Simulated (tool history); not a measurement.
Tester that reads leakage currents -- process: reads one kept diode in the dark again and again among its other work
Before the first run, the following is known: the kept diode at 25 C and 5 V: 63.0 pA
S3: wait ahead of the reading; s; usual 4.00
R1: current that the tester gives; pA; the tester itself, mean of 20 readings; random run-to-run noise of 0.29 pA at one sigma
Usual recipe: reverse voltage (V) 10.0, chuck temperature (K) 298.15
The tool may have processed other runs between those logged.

Run 1, hour 0.0: usual settings. Result: R1 94.72 pA.
Run 2, hour 23.6: usual settings but reverse voltage (V) 2.0. Result: R1 37.34 pA.
Run 3, hour 72.9: usual settings. Result: R1 94.63 pA.
Run 4, hour 107.9: usual settings but S3 1.30 s. Result: R1 95.17 pA.
Run 5, hour 155.7: usual settings but S3 2.38 s. Result: R1 94.76 pA.
At hour 187.0: chuck's temperature calibrated.
Run 6, hour 192.9: usual settings but S3 2.38 s. Result: R1 94.61 pA.
Run 7, hour 217.0: usual settings but S3 2.38 s. Result: R1 95.01 pA.
Run 8, hour 242.2: usual settings but reverse voltage (V) 7.8, S3 2.38 s. Result: R1 82.62 pA.
Run 9, hour 278.8: usual settings but reverse voltage (V) 7.8, S3 2.38 s. Result: R1 82.28 pA.
Run 10, hour 327.0: usual settings but reverse voltage (V) 1.3, S3 2.38 s. Result: R1 29.39 pA.
Run 11, hour 359.4: usual settings but reverse voltage (V) 1.3, S3 2.38 s. Result: R1 29.21 pA.
Run 12, hour 406.2: usual settings. Result: R1 94.32 pA.
Run 13, hour 454.4: usual settings. Result: R1 94.74 pA.
Run 14, hour 493.3: usual settings. Result: R1 94.96 pA.
Run 15, hour 535.4: usual settings. Result: R1 94.99 pA.
Run 16, hour 569.3: usual settings. Result: R1 94.53 pA.
Run 17, hour 619.9: usual settings but chuck temperature (K) 325.15. Result: R1 584.28 pA.
Run 18, hour 668.5: usual settings but chuck temperature (K) 325.15. Result: R1 587.76 pA.
Run 19, hour 714.6: usual settings but chuck temperature (K) 325.15. Result: R1 590.73 pA.
Run 20, hour 760.6: usual settings but chuck temperature (K) 325.15. Result: R1 585.63 pA.
Run 21, hour 798.1: usual settings but chuck temperature (K) 325.15. Result: R1 585.16 pA.
Run 22, hour 846.4: usual settings but reverse voltage (V) 3.9, chuck temperature (K) 294.15, S3 1.47 s. Result: R1 41.14 pA.
Run 23, hour 884.5: usual settings but reverse voltage (V) 3.9, chuck temperature (K) 294.15, S3 1.47 s. Result: R1 41.05 pA.
Run 24, hour 935.6: usual settings but reverse voltage (V) 3.9, chuck temperature (K) 294.15, S3 1.47 s. Result: R1 40.95 pA.
Run 25, hour 982.8: usual settings but reverse voltage (V) 9.8, chuck temperature (K) 309.15, S3 0.60 s. Result: R1 206.01 pA.
Run 26, hour 1031.0: usual settings but reverse voltage (V) 9.8, chuck temperature (K) 309.15, S3 0.60 s. Result: R1 207.26 pA.
Run 27, hour 1069.3: usual settings but reverse voltage (V) 4.6, chuck temperature (K) 321.15, S3 1.24 s. Result: R1 292.72 pA.
Run 28, hour 1091.8: usual settings but reverse voltage (V) 4.6, chuck temperature (K) 321.15, S3 1.24 s. Result: R1 291.46 pA.
Run 29, hour 1137.1: usual settings but reverse voltage (V) 1.2, chuck temperature (K) 308.15. Result: R1 56.60 pA.
Run 30, hour 1179.0: usual settings but reverse voltage (V) 19.7, chuck temperature (K) 304.15, S3 1.40 s. Result: R1 217.09 pA.
Run 31, hour 1218.2: usual settings but reverse voltage (V) 19.7, chuck temperature (K) 304.15, S3 1.40 s. Result: R1 218.39 pA.
Run 32, hour 1263.8: usual settings but reverse voltage (V) 19.7, chuck temperature (K) 304.15, S3 1.40 s. Result: R1 217.09 pA.
Run 33, hour 1291.4: usual settings but reverse voltage (V) 19.7, chuck temperature (K) 304.15, S3 1.40 s. Result: R1 217.45 pA.
Run 34, hour 1317.4: usual settings but S3 0.86 s. Result: R1 96.36 pA.
At hour 1330.4: probe card cleaned and baked.
Run 35, hour 1357.8: usual settings but S3 0.39 s. Result: R1 98.92 pA.
Run 36, hour 1397.7: usual settings but reverse voltage (V) 1.0, chuck temperature (K) 300.15, S3 0.42 s. Result: R1 29.34 pA.
Run 37, hour 1429.1: usual settings but reverse voltage (V) 1.0, chuck temperature (K) 300.15, S3 0.42 s. Result: R1 29.15 pA.
Run 38, hour 1471.3: usual settings but reverse voltage (V) 7.6, chuck temperature (K) 295.15, S3 0.55 s. Result: R1 66.41 pA.
Run 39, hour 1504.3: usual settings but reverse voltage (V) 7.6, chuck temperature (K) 295.15, S3 0.55 s. Result: R1 66.87 pA.
Run 40, hour 1549.8: usual settings but reverse voltage (V) 2.1, chuck temperature (K) 327.15. Result: R1 268.93 pA.

Each row is a separate what-if for the run after 40, all from the same tool condition, not one after another. Results?
Run A, hour 1600.5: usual settings but reverse voltage (V) 8.8, chuck temperature (K) 313.15. Result: R1 ?.
Run B, hour 1600.5: usual settings but reverse voltage (V) 10.6, chuck temperature (K) 308.15, S3 0.34 s. Result: R1 ?.
Run C, hour 1600.5: usual settings but reverse voltage (V) 9.7, chuck temperature (K) 315.15. Result: R1 ?.
Run D, hour 1600.5: usual settings but chuck temperature (K) 313.15. Result: R1 ?.

run      R1
  A  250.13
  B  204.48
  C  302.01
  D  269.56
Had the tool no hidden state, the same runs would have come out as:
run      R1
  A  250.08
  B  204.43
  C  301.94
  D  269.50

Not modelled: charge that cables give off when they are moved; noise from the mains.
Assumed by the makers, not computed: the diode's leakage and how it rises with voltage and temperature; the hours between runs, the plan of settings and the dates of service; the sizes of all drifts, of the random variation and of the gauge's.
